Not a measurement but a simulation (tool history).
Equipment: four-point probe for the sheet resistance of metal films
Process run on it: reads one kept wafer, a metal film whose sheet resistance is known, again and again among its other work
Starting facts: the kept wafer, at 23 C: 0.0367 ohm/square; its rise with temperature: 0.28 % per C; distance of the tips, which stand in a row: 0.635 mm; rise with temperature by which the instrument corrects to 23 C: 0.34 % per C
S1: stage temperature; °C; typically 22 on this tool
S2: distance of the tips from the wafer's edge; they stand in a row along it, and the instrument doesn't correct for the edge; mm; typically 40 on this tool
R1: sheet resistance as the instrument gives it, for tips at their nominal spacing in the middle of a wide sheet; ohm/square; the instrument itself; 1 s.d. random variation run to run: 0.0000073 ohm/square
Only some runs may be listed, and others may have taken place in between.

run	hour	S1	S2	R1
1	0.0	22	40	0.036715
2	74.5	22	40	0.036721
3	158.8	22	40	0.036719
4	299.6	22	40	0.036701
5	368.2	22	40	0.036695
6	449.3	22	5	0.037000
7	535.8	22	5	0.037004
8	635.9	22	5	0.036980
9	727.0	22	5	0.036967
10	789.3	19	13	0.036786
11	867.7	24	10	0.036682
12	933.9	24	10	0.036679
13	992.1	26	3	0.037406
# hour 1032.1: new probe head fitted
14	1125.6	26	3	0.037371
15	1224.9	26	3	0.037356
16	1325.2	24	6	0.036745
17	1386.2	31	13	0.036426
# hour 1420.7: stage's thermometer calibrated
18	1454.7	34	67	0.036269

Forecast each of these 5 alternatives for the next run:
A	1549.7	20	8	?
B	1549.7	34	6	?
C	1549.7	30	33	?
D	1549.7	24	66	?
E	1549.7	22	5	?

run	R1
A	0.036714
B	0.036482
C	0.036351
D	0.036482
E	0.036833
What these runs would have given with no unlogged condition in the tool:
run	R1
A	0.036909
B	0.036675
C	0.036544
D	0.036676
E	0.037028
